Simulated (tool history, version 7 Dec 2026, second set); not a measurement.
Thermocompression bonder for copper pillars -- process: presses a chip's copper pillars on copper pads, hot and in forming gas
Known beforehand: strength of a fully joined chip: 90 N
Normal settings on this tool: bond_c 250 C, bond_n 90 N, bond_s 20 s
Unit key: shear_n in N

Run 1, hour 0: usual settings. Result: shear_n 57.6 N.
Run 2, hour 16.7: usual settings but bond_c 241 C. Result: shear_n 52.9 N.
Run 3, hour 32.7: usual settings but bond_c 241 C. Result: shear_n 53.2 N.
Run 4, hour 50.8: usual settings. Result: shear_n 57.2 N.
Run 5, hour 86.9: usual settings. Result: shear_n 56.1 N.
Run 6, hour 104.8: usual settings. Result: shear_n 56.7 N.
Run 7, hour 122: usual settings. Result: shear_n 56.9 N.
Run 8, hour 152.6: usual settings. Result: shear_n 57 N.
Run 9, hour 175: usual settings. Result: shear_n 56.7 N.
Run 10, hour 209.8: usual settings but bond_s 12 s. Result: shear_n 47.7 N.
Run 11, hour 225.9: usual settings but bond_c 226 C. Result: shear_n 43.4 N.
Run 12, hour 248.6: usual settings but bond_c 261 C. Result: shear_n 61.7 N.
Run 13, hour 265.7: usual settings. Result: shear_n 56.1 N.
At hour 292.8: forming gas filter changed.
Run 14, hour 296.4: usual settings. Result: shear_n 57.2 N.
Run 15, hour 332: usual settings. Result: shear_n 57.4 N.
Run 16, hour 351.9: usual settings. Result: shear_n 57.3 N.
Run 17, hour 371.9: usual settings. Result: shear_n 56.9 N.
Run 18, hour 401.2: usual settings. Result: shear_n 56.9 N.
Run 19, hour 426.7: usual settings but bond_c 260 C. Result: shear_n 61.9 N.
Run 20, hour 460.9: usual settings. Result: shear_n 56.4 N.
Run 21, hour 481.3: usual settings but bond_n 76 N, bond_s 35 s. Result: shear_n 59.2 N.
Run 22, hour 502.1: usual settings but bond_n 112 N, bond_s 16 s. Result: shear_n 59.4 N.
Run 23, hour 517.5: usual settings but bond_c 237 C, bond_n 75 N, bond_s 26 s. Result: shear_n 47.4 N.
Run 24, hour 541.5: usual settings but bond_c 237 C, bond_n 75 N, bond_s 26 s. Result: shear_n 47.1 N.
Run 25, hour 560.2: usual settings but bond_c 237 C, bond_n 75 N, bond_s 26 s. Result: shear_n 46.7 N.
Run 26, hour 590.5: usual settings but bond_c 265 C, bond_n 83 N, bond_s 38 s. Result: shear_n 70.2 N.
At hour 595.3: heater calibrated with a thermocouple chip.
Run 27, hour 623.6: usual settings but bond_c 266 C, bond_n 59 N, bond_s 15 s. Result: shear_n 44.7 N.
Run 28, hour 654.6: usual settings but bond_c 272 C, bond_s 37 s. Result: shear_n 74.4 N.
Run 29, hour 678: usual settings but bond_s 15 s. Result: shear_n 51.2 N.
At hour 700.3: heater calibrated with a thermocouple chip, once more.
Run 30, hour 717.4: usual settings but bond_s 15 s. Result: shear_n 50.7 N.
Run 31, hour 746.8: usual settings but bond_n 91 N. Result: shear_n 57.3 N.
Run 32, hour 779.7: usual settings but bond_n 133 N, bond_s 40 s. Result: shear_n 78.5 N.
Run 33, hour 802.5: usual settings but bond_c 225 C, bond_n 56 N, bond_s 11 s. Result: shear_n 22 N.
Run 34, hour 817.8: usual settings but bond_c 225 C, bond_n 56 N, bond_s 11 s. Result: shear_n 22 N.
Run 35, hour 834.7: usual settings but bond_c 227 C, bond_n 54 N, bond_s 30 s. Result: shear_n 34.1 N.
Run 36, hour 861.2: usual settings but bond_n 113 N, bond_s 47 s. Result: shear_n 75.4 N.
Run 37, hour 881.2: usual settings but bond_c 270 C, bond_n 113 N, bond_s 44 s. Result: shear_n 81 N.
Run 38, hour 908.9: usual settings but bond_c 245 C, bond_n 113 N, bond_s 29 s. Result: shear_n 66 N.
At hour 917: forming gas filter changed.
Run 39, hour 938.5: usual settings but bond_n 101 N. Result: shear_n 59.6 N.

A few steps of shear_n between consecutive runs. Split each: what settings, incoming material and random variation would produce without the hidden state, and what is left over for the hidden state, along with gauge scatter present in only one of the two compared results (measured, and without hidden state):
What the log doesn't record here: true temperature of the bond over the reading, C; force that reaches the chip, % of what is set; oxide that the forming gas leaves, % of the face; drift of the gauge itself on shear_n, %.
Run 13 -> 14: forming gas filter changed. shear_n +1.1 N: hidden state +1.6, all else -0.5.
Run 27 -> 28: bond_c 266 -> 272, bond_n 59 -> 90, bond_s 15 -> 37. shear_n +29.7 N: hidden state -0.2, all else +29.9.
Run 29 -> 30: heater calibrated with a thermocouple chip, once more. shear_n -0.5 N: hidden state +1.5, all else -2.
Run 32 -> 33: bond_c 250 -> 225, bond_n 133 -> 56, bond_s 40 -> 11. shear_n -56.5 N: hidden state +1.5, all else -58.
Run 35 -> 36: bond_c 227 -> 250, bond_n 54 -> 113, bond_s 30 -> 47. shear_n +41.3 N: hidden state -1.3, all else +42.6.
Run 38 -> 39: bond_c 245 -> 250, bond_n 113 -> 101, bond_s 29 -> 20, forming gas filter changed. shear_n -6.4 N: hidden state +2.1, all else -8.5.
